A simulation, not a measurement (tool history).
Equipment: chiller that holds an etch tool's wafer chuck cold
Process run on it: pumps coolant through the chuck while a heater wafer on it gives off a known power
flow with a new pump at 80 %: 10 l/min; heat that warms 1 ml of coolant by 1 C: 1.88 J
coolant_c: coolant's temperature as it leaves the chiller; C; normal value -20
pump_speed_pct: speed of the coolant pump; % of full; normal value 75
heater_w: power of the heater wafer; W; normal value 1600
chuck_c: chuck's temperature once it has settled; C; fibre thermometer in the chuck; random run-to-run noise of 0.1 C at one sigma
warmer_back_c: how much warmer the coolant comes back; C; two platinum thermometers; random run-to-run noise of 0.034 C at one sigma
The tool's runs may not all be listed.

Run 1, day 0.000: usual settings. Result: chuck_c -7.3 C, warmer_back_c 5.48 C.
Run 2, day 3.967: usual settings but coolant_c -18 C. Result: chuck_c -5.2 C, warmer_back_c 5.46 C.
Run 3, day 7.750: usual settings but pump_speed_pct 62 % of full. Result: chuck_c -5.2 C, warmer_back_c 6.61 C.
Run 4, day 11.012: usual settings but pump_speed_pct 62 % of full. Result: chuck_c -5.2 C, warmer_back_c 6.63 C.
Run 5, day 14.079: usual settings but heater_w 1124 W. Result: chuck_c -10.9 C, warmer_back_c 3.90 C.
Run 6, day 17.854: usual settings but heater_w 2287 W. Result: chuck_c -1.6 C, warmer_back_c 7.82 C.
At day 19.742: chiller's thermometer calibrated.
Run 7, day 20.033: usual settings but heater_w 2287 W. Result: chuck_c -2.0 C, warmer_back_c 7.86 C.
Run 8, day 22.312: usual settings but heater_w 2287 W. Result: chuck_c -1.8 C, warmer_back_c 7.84 C.
Run 9, day 25.421: usual settings but heater_w 1671 W. Result: chuck_c -6.6 C, warmer_back_c 5.82 C.
Run 10, day 27.950: usual settings but heater_w 1671 W. Result: chuck_c -6.7 C, warmer_back_c 5.76 C.
Run 11, day 31.442: usual settings but coolant_c -12 C. Result: chuck_c 0.7 C, warmer_back_c 5.51 C.
At day 32.012: coolant pump overhauled.
Run 12, day 34.992: usual settings but coolant_c -12 C. Result: chuck_c 0.8 C, warmer_back_c 5.54 C.
Run 13, day 36.896: usual settings but coolant_c -12 C. Result: chuck_c 1.0 C, warmer_back_c 5.56 C.
Run 14, day 39.408: usual settings. Result: chuck_c -7.1 C, warmer_back_c 5.59 C.
Run 15, day 42.092: usual settings. Result: chuck_c -7.2 C, warmer_back_c 5.52 C.
At day 44.267: coolant pump overhauled, once more.
Run 16, day 46.450: usual settings. Result: chuck_c -7.3 C, warmer_back_c 5.47 C.
Run 17, day 48.458: usual settings. Result: chuck_c -7.3 C, warmer_back_c 5.48 C.
Run 18, day 51.133: usual settings but coolant_c -29 C, pump_speed_pct 83 % of full, heater_w 1553 W. Result: chuck_c -17.3 C, warmer_back_c 4.78 C.
Run 19, day 53.821: usual settings but coolant_c -29 C, pump_speed_pct 83 % of full, heater_w 1553 W. Result: chuck_c -17.5 C, warmer_back_c 4.84 C.
Run 20, day 56.629: usual settings but coolant_c -22 C, pump_speed_pct 90 % of full, heater_w 1726 W. Result: chuck_c -9.9 C, warmer_back_c 4.95 C.
Run 21, day 59.758: usual settings but pump_speed_pct 92 % of full, heater_w 1654 W. Result: chuck_c -8.4 C, warmer_back_c 4.69 C.
Run 22, day 62.754: usual settings but pump_speed_pct 92 % of full, heater_w 1654 W. Result: chuck_c -8.5 C, warmer_back_c 4.67 C.
Run 23, day 66.408: usual settings but pump_speed_pct 92 % of full, heater_w 1654 W. Result: chuck_c -8.5 C, warmer_back_c 4.71 C.
Run 24, day 69.304: usual settings but pump_speed_pct 76 % of full, heater_w 957 W. Result: chuck_c -12.3 C, warmer_back_c 3.25 C.
Run 25, day 71.533: usual settings but coolant_c -29 C, pump_speed_pct 97 % of full, heater_w 1125 W. Result: chuck_c -21.3 C, warmer_back_c 3.00 C.
Run 26, day 73.808: usual settings but coolant_c -15 C, pump_speed_pct 97 % of full, heater_w 1223 W. Result: chuck_c -7.1 C, warmer_back_c 3.32 C.
Run 27, day 77.517: usual settings but coolant_c -15 C, pump_speed_pct 97 % of full, heater_w 1223 W. Result: chuck_c -6.8 C, warmer_back_c 3.36 C.
Run 28, day 80.675: usual settings but coolant_c -15 C, pump_speed_pct 97 % of full, heater_w 1223 W. Result: chuck_c -6.8 C, warmer_back_c 3.31 C.
Run 29, day 84.317: usual settings but coolant_c -15 C, pump_speed_pct 95 % of full. Result: chuck_c -3.9 C, warmer_back_c 4.41 C.
Run 30, day 88.075: usual settings but pump_speed_pct 85 % of full, heater_w 1157 W. Result: chuck_c -11.1 C, warmer_back_c 3.51 C.
Run 31, day 90.342: usual settings but pump_speed_pct 66 % of full, heater_w 1597 W. Result: chuck_c -5.4 C, warmer_back_c 6.26 C.
Run 32, day 92.850: usual settings but pump_speed_pct 73 % of full, heater_w 819 W. Result: chuck_c -12.9 C, warmer_back_c 2.91 C.
Run 33, day 94.925: usual settings but pump_speed_pct 73 % of full, heater_w 819 W. Result: chuck_c -13.0 C, warmer_back_c 2.90 C.

Consider 3 possible next runs. They are alternatives, not a sequence: every one starts from the tool as it was left by run 33. What does each give?
Run A, day 96.858: usual settings but coolant_c -25 C, pump_speed_pct 73 % of full, heater_w 934 W. Result: chuck_c ?, warmer_back_c ?.
Run B, day 96.858: usual settings but coolant_c -28 C, pump_speed_pct 96 % of full, heater_w 2056 W. Result: chuck_c ?, warmer_back_c ?.
Run C, day 96.858: usual settings but coolant_c -16 C, pump_speed_pct 95 % of full, heater_w 1912 W. Result: chuck_c ?, warmer_back_c ?.

run  chuck_c  warmer_back_c
  A    -17.1           3.33
  B    -13.9           5.66
  C     -2.7           5.22
The same runs, with their run-to-run variation unchanged, on a tool lacking any hidden condition would have given:
run  chuck_c  warmer_back_c
  A    -17.7           3.26
  B    -14.9           5.54
  C     -3.7           5.11
